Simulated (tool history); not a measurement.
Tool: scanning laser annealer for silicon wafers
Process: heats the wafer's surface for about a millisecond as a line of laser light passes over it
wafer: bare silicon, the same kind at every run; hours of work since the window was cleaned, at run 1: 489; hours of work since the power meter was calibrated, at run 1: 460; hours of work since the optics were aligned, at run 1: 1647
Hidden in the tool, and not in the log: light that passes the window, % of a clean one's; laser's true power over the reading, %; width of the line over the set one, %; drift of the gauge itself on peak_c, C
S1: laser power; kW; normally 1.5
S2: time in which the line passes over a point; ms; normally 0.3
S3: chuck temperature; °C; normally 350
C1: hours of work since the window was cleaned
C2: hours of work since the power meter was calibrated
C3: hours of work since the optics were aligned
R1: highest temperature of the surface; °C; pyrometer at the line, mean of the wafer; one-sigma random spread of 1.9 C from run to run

{"run": 1, "hour": 0.0, "S1": 1.5, "S2": 0.3, "S3": 350, "C1": 489, "C2": 460, "C3": 1647, "R1": 1059}
{"run": 2, "hour": 17.3, "S1": 1.5, "S2": 0.3, "S3": 350, "C1": 500, "C2": 472, "C3": 1659, "R1": 1060}
{"run": 3, "hour": 45.4, "S1": 1.5, "S2": 0.3, "S3": 350, "C1": 520, "C2": 491, "C3": 1679, "R1": 1057}
{"run": 4, "hour": 58.9, "S1": 1.5, "S2": 0.36, "S3": 350, "C1": 529, "C2": 500, "C3": 1688, "R1": 1132}
{"hour": 62.5, "done": "window over the wafer cleaned"}
{"run": 5, "hour": 77.1, "S1": 1.5, "S2": 0.36, "S3": 350, "C1": 10, "C2": 511, "C3": 1699, "R1": 1181}
{"run": 6, "hour": 90.5, "S1": 1.5, "S2": 0.36, "S3": 350, "C1": 19, "C2": 521, "C3": 1708, "R1": 1178}
{"run": 7, "hour": 111.7, "S1": 1.5, "S2": 0.25, "S3": 350, "C1": 34, "C2": 535, "C3": 1723, "R1": 1019}
{"run": 8, "hour": 138.0, "S1": 1.5, "S2": 0.25, "S3": 350, "C1": 52, "C2": 553, "C3": 1741, "R1": 1020}
{"run": 9, "hour": 165.8, "S1": 1.5, "S2": 0.25, "S3": 350, "C1": 71, "C2": 572, "C3": 1760, "R1": 1019}
{"run": 10, "hour": 188.7, "S1": 1.5, "S2": 0.25, "S3": 350, "C1": 87, "C2": 588, "C3": 1776, "R1": 1018}
{"run": 11, "hour": 209.3, "S1": 1.5, "S2": 0.25, "S3": 350, "C1": 101, "C2": 602, "C3": 1790, "R1": 1017}
{"run": 12, "hour": 227.1, "S1": 1.5, "S2": 0.3, "S3": 350, "C1": 113, "C2": 615, "C3": 1802, "R1": 1085}
{"run": 13, "hour": 245.7, "S1": 1.5, "S2": 0.305, "S3": 350, "C1": 126, "C2": 628, "C3": 1815, "R1": 1094}
{"run": 14, "hour": 267.1, "S1": 1.5, "S2": 0.305, "S3": 350, "C1": 141, "C2": 642, "C3": 1830, "R1": 1089}
{"run": 15, "hour": 294.5, "S1": 1.5, "S2": 0.305, "S3": 350, "C1": 160, "C2": 661, "C3": 1849, "R1": 1087}
{"hour": 299.4, "done": "laser's power meter calibrated"}
{"run": 16, "hour": 311.4, "S1": 1.487, "S2": 0.3, "S3": 317, "C1": 169, "C2": 8, "C3": 1858, "R1": 1044}
{"run": 17, "hour": 340.5, "S1": 1.391, "S2": 0.3, "S3": 384, "C1": 189, "C2": 28, "C3": 1878, "R1": 1059}
{"hour": 349.4, "done": "optics aligned, line set to its width"}
{"run": 18, "hour": 367.3, "S1": 1.391, "S2": 0.3, "S3": 384, "C1": 205, "C2": 43, "C3": 12, "R1": 1071}
{"run": 19, "hour": 381.5, "S1": 1.419, "S2": 0.313, "S3": 384, "C1": 214, "C2": 53, "C3": 22, "R1": 1105}
{"run": 20, "hour": 395.1, "S1": 1.488, "S2": 0.232, "S3": 356, "C1": 224, "C2": 63, "C3": 32, "R1": 997}
{"hour": 425.2, "done": "laser's power meter calibrated, once more"}
{"run": 21, "hour": 425.2, "S1": 1.488, "S2": 0.232, "S3": 356, "C1": 242, "C2": 0, "C3": 50, "R1": 995}
{"run": 22, "hour": 444.9, "S1": 1.546, "S2": 0.283, "S3": 386, "C1": 256, "C2": 14, "C3": 64, "R1": 1126}
{"run": 23, "hour": 469.8, "S1": 1.627, "S2": 0.3, "S3": 363, "C1": 273, "C2": 31, "C3": 81, "R1": 1173}
{"run": 24, "hour": 490.3, "S1": 1.627, "S2": 0.3, "S3": 363, "C1": 287, "C2": 45, "C3": 95, "R1": 1172}

What will run 25 give?
{"run": 25, "hour": 520.4, "S1": 1.493, "S2": 0.267, "S3": 320, "C1": 308, "C2": 66, "C3": 116, "R1": "?"}

{"run 25": {"R1": 1004}}
Take away the tool's hidden state, keep the run-to-run variation as it was, and the same run would have given R1 1029 °C.
